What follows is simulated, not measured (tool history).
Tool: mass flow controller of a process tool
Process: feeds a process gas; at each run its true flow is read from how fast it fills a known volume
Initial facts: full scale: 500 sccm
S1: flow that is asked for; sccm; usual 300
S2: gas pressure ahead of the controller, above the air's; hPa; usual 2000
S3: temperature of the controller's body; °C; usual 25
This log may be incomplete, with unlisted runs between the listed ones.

Run 1, hour 0: usual settings. Result: true flow (%) 99.88.
Run 2, hour 118.1: usual settings. Result: true flow (%) 99.74.
Run 3, hour 285.3: usual settings. Result: true flow (%) 99.9.
Run 4, hour 402.2: usual settings but S1 168 sccm. Result: true flow (%) 99.53.
Run 5, hour 512.2: usual settings but S1 387 sccm. Result: true flow (%) 100.25.
Run 6, hour 664.8: usual settings but S1 387 sccm, S2 1700 hPa. Result: true flow (%) 100.34.
Run 7, hour 805: usual settings but S2 2260 hPa. Result: true flow (%) 99.78.
Run 8, hour 899.2: usual settings but S2 2110 hPa. Result: true flow (%) 99.89.
Run 9, hour 1049.9: usual settings. Result: true flow (%) 99.91.
Run 10, hour 1196.1: usual settings. Result: true flow (%) 99.96.
Run 11, hour 1346.8: usual settings. Result: true flow (%) 100.1.
Run 12, hour 1429.8: usual settings. Result: true flow (%) 100.04.
Run 13, hour 1588.7: usual settings but S3 30 °C. Result: true flow (%) 99.79.
Run 14, hour 1658.2: usual settings but S3 24 °C. Result: true flow (%) 100.19.
Run 15, hour 1828.8: usual settings but S3 24 °C. Result: true flow (%) 100.22.
Run 16, hour 1913: usual settings but S2 1700 hPa, S3 24 °C. Result: true flow (%) 100.43.
Run 17, hour 2026.5: usual settings but S2 2300 hPa. Result: true flow (%) 100.03.
Run 18, hour 2127.8: usual settings but S2 2300 hPa. Result: true flow (%) 100.09.
Run 19, hour 2275.3: usual settings but S3 32 °C. Result: true flow (%) 99.72.
Run 20, hour 2393.1: usual settings but S2 1650 hPa. Result: true flow (%) 100.31.
Run 21, hour 2533.3: usual settings but S1 255 sccm, S2 2780 hPa, S3 21 °C. Result: true flow (%) 100.13.
Run 22, hour 2648.2: usual settings but S1 92 sccm, S2 2780 hPa, S3 31 °C. Result: true flow (%) 100.17.
Run 23, hour 2783: usual settings but S1 256 sccm, S2 2370 hPa, S3 26 °C. Result: true flow (%) 100.09.
Run 24, hour 2867.6: usual settings but S1 98 sccm, S2 1530 hPa, S3 29 °C. Result: true flow (%) 100.62.
At hour 2876.9: controller's zero set anew.
Run 25, hour 3008: usual settings but S1 65 sccm, S2 1850 hPa. Result: true flow (%) 102.79.
Run 26, hour 3152.6: usual settings but S1 65 sccm, S2 1850 hPa. Result: true flow (%) 102.84.
Run 27, hour 3295: usual settings but S1 65 sccm, S2 1850 hPa. Result: true flow (%) 103.16.
Run 28, hour 3396.4: usual settings but S1 65 sccm, S2 1850 hPa. Result: true flow (%) 103.18.
Run 29, hour 3466.7: usual settings but S1 326 sccm, S2 2460 hPa, S3 23 °C. Result: true flow (%) 100.64.
At hour 3599.2: controller's zero set anew, once more.
Run 30, hour 3618.1: usual settings but S1 326 sccm, S2 2270 hPa, S3 36 °C. Result: true flow (%) 98.99.
Run 31, hour 3758.4: usual settings but S1 120 sccm, S2 2270 hPa, S3 30 °C. Result: true flow (%) 98.37.
Run 32, hour 3876.8: usual settings but S2 1460 hPa, S3 29 °C. Result: true flow (%) 99.52.
Run 33, hour 4018.5: usual settings but S2 1750 hPa, S3 23 °C. Result: true flow (%) 99.97.
Run 34, hour 4187.5: usual settings but S1 275 sccm, S2 2690 hPa, S3 24 °C. Result: true flow (%) 99.54.
Run 35, hour 4259.1: usual settings but S1 72 sccm, S2 2300 hPa, S3 30 °C. Result: true flow (%) 98.4.
Run 36, hour 4336.8: usual settings but S1 72 sccm, S2 2300 hPa, S3 30 °C. Result: true flow (%) 98.49.
Run 37, hour 4420.2: usual settings but S1 72 sccm, S2 2300 hPa, S3 30 °C. Result: true flow (%) 98.53.

Here are 4 independent what-if runs from the current tool condition. What would each one return?
Run A, hour 4559.4: usual settings but S3 31 °C. Result: true flow (%) ?.
Run B, hour 4559.4: usual settings but S3 31 °C. Result: true flow (%) ?.
Run C, hour 4559.4: usual settings but S1 291 sccm, S2 2590 hPa. Result: true flow (%) ?.
Run D, hour 4559.4: usual settings but S1 104 sccm, S2 2770 hPa. Result: true flow (%) ?.

run  true flow (%)
  A          99.43
  B           99.3
  C          99.79
  D          98.81
Without the tool's unlogged condition, the same runs would have read:
run  true flow (%)
  A          98.47
  B          98.34
  C          98.83
  D          97.58
